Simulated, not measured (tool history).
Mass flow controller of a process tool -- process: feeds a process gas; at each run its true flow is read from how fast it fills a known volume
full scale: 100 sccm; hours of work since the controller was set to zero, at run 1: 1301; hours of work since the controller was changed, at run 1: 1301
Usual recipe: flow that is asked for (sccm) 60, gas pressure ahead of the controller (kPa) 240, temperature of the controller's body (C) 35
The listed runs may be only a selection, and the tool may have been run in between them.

| run | day | flow that is asked for (sccm) | gas pressure ahead of the controller (kPa) | temperature of the controller's body (C) | hours of work since the controller was set to zero | hours of work since the controller was changed | true flow (%) |
|---|---|---|---|---|---|---|---|
| 1 | 0.000 | 60 | 240 | 35 | 1301 | 1301 | 98.73 |
| 2 | 3.233 | 69 | 240 | 35 | 1326 | 1326 | 98.81 |
| 3 | 7.788 | 69 | 240 | 35 | 1361 | 1361 | 98.79 |
| 4 | 11.717 | 69 | 240 | 35 | 1391 | 1391 | 98.81 |
| 5 | 14.083 | 60 | 240 | 35 | 1410 | 1410 | 98.85 |
| 6 | 19.329 | 60 | 240 | 35 | 1450 | 1450 | 98.66 |
| 7 | 21.729 | 60 | 240 | 35 | 1469 | 1469 | 98.76 |
| 8 | 24.796 | 60 | 240 | 35 | 1493 | 1493 | 98.60 |
| 9 | 29.567 | 60 | 240 | 21 | 1530 | 1530 | 100.30 |
| 10 | 32.892 | 60 | 240 | 21 | 1556 | 1556 | 100.38 |
| 11 | 37.088 | 60 | 240 | 21 | 1588 | 1588 | 100.28 |
| 12 | 40.062 | 60 | 240 | 21 | 1611 | 1611 | 100.28 |
| 13 | 44.883 | 60 | 240 | 21 | 1649 | 1649 | 100.24 |
| 14 | 47.638 | 60 | 240 | 21 | 1670 | 1670 | 100.38 |
| 15 | 50.750 | 60 | 240 | 21 | 1694 | 1694 | 100.29 |
| 16 | 54.062 | 60 | 240 | 21 | 1720 | 1720 | 100.24 |
| 17 | 59.446 | 60 | 240 | 35 | 1761 | 1761 | 98.73 |
| 18 | 64.692 | 36 | 240 | 35 | 1802 | 1802 | 98.68 |
| 19 | 68.038 | 15 | 240 | 35 | 1828 | 1828 | 99.28 |
| 20 | 70.979 | 22 | 240 | 35 | 1851 | 1851 | 98.89 |
| 21 | 76.608 | 60 | 240 | 35 | 1895 | 1895 | 98.67 |
| 22 | 82.100 | 60 | 240 | 35 | 1937 | 1937 | 98.69 |
| 23 | 87.604 | 60 | 240 | 35 | 1980 | 1980 | 98.78 |
| 24 | 92.400 | 60 | 206 | 35 | 2017 | 2017 | 98.44 |
| 25 | 95.717 | 60 | 206 | 35 | 2043 | 2043 | 98.39 |
| 26 | 98.208 | 25 | 233 | 26 | 2062 | 2062 | 99.95 |
| 27 | 100.533 | 25 | 233 | 35 | 2080 | 2080 | 98.76 |
| 28 | 103.604 | 25 | 233 | 30 | 2104 | 2104 | 99.24 |
| 29 | 106.842 | 17 | 208 | 33 | 2129 | 2129 | 99.30 |
| 30 | 112.162 | 60 | 173 | 35 | 2170 | 2170 | 98.28 |
| 31 | 116.183 | 60 | 173 | 35 | 2201 | 2201 | 98.24 |
| 32 | 121.129 | 60 | 195 | 35 | 2240 | 2240 | 98.24 |
| 33 | 125.292 | 60 | 195 | 35 | 2272 | 2272 | 98.39 |
|  | 125.725 | controller's zero set anew |
| 34 | 128.733 | 16 | 240 | 39 | 23 | 2299 | 99.35 |
| 35 | 133.812 | 16 | 240 | 39 | 63 | 2338 | 99.25 |
| 36 | 138.888 | 16 | 240 | 39 | 102 | 2377 | 99.32 |
| 37 | 142.508 | 43 | 155 | 25 | 130 | 2405 | 99.34 |
| 38 | 146.562 | 95 | 240 | 26 | 162 | 2437 | 99.87 |
| 39 | 150.912 | 95 | 240 | 39 | 195 | 2471 | 98.52 |
| 40 | 155.079 | 60 | 240 | 26 | 228 | 2503 | 99.77 |
|  | 156.879 | controller's zero set anew, once more |
| 41 | 159.838 | 33 | 240 | 34 | 23 | 2540 | 98.22 |
| 42 | 162.600 | 76 | 141 | 27 | 44 | 2561 | 98.61 |
| 43 | 165.004 | 19 | 266 | 28 | 63 | 2580 | 99.02 |
| 44 | 168.379 | 11 | 245 | 29 | 89 | 2606 | 98.92 |
| 45 | 173.858 | 11 | 260 | 27 | 132 | 2648 | 99.18 |
| 46 | 176.246 | 47 | 260 | 33 | 150 | 2667 | 98.65 |
| 47 | 181.904 | 47 | 260 | 33 | 194 | 2711 | 98.48 |

What if the next run were any one of these 5? Each begins from the tool's condition after run 47:
| A | 186.775 | 60 | 155 | 21 | 232 | 2748 | ? |
| B | 186.775 | 37 | 150 | 36 | 232 | 2748 | ? |
| C | 186.775 | 47 | 257 | 33 | 232 | 2748 | ? |
| D | 186.775 | 60 | 194 | 35 | 232 | 2748 | ? |
| E | 186.775 | 10 | 230 | 34 | 232 | 2748 | ? |

| run | true flow (%) |
|---|---|
| A | 99.20 |
| B | 97.30 |
| C | 98.50 |
| D | 97.95 |
| E | 98.38 |
The same runs, with their run-to-run variation unchanged, on a tool lacking any hidden condition would have given:
| run | true flow (%) |
|---|---|
| A | 99.69 |
| B | 97.72 |
| C | 98.95 |
| D | 98.43 |
| E | 98.31 |
